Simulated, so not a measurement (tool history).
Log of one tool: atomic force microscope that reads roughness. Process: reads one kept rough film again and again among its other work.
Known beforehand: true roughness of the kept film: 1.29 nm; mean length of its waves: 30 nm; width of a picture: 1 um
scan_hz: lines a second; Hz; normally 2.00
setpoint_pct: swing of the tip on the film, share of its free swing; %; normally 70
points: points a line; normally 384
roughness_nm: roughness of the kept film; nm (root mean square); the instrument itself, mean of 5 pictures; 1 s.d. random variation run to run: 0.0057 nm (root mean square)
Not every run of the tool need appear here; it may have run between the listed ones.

run  hour  scan_hz  setpoint_pct  points  roughness_nm
  1   0.0     2.00            70     384         1.171
  2   3.7     2.00            70     384         1.162
  3  12.7     2.00            69     384         1.158
  4  20.2     2.00            69     384         1.145
  5  28.9     2.00            70     384         1.147
  6  35.0     2.00            70     377         1.142
  7  42.6     2.94            57     506         1.144
  8  50.3     0.50            78     599         1.155
     58.7  -- new tip fitted
  9  59.2     1.13            58     282         1.208
 10  66.8     1.13            58     282         1.211
 11  71.8     2.00            70     443         1.181

Difference, measured minus no-hidden-state, one row per run. Run-to-run variation is common to both terms; the gauge's own scatter need not be:
Hidden state at play: radius of the tip, nm; height scale over the true one, %; drift of the gauge itself on roughness_nm, %.
run  roughness_nm
  1        -0.029
  2        -0.031
  3        -0.039
  4        -0.045
  5        -0.052
  6        -0.056
  7        -0.063
  8        -0.070
  9        -0.002
 10        -0.009
 11        -0.012

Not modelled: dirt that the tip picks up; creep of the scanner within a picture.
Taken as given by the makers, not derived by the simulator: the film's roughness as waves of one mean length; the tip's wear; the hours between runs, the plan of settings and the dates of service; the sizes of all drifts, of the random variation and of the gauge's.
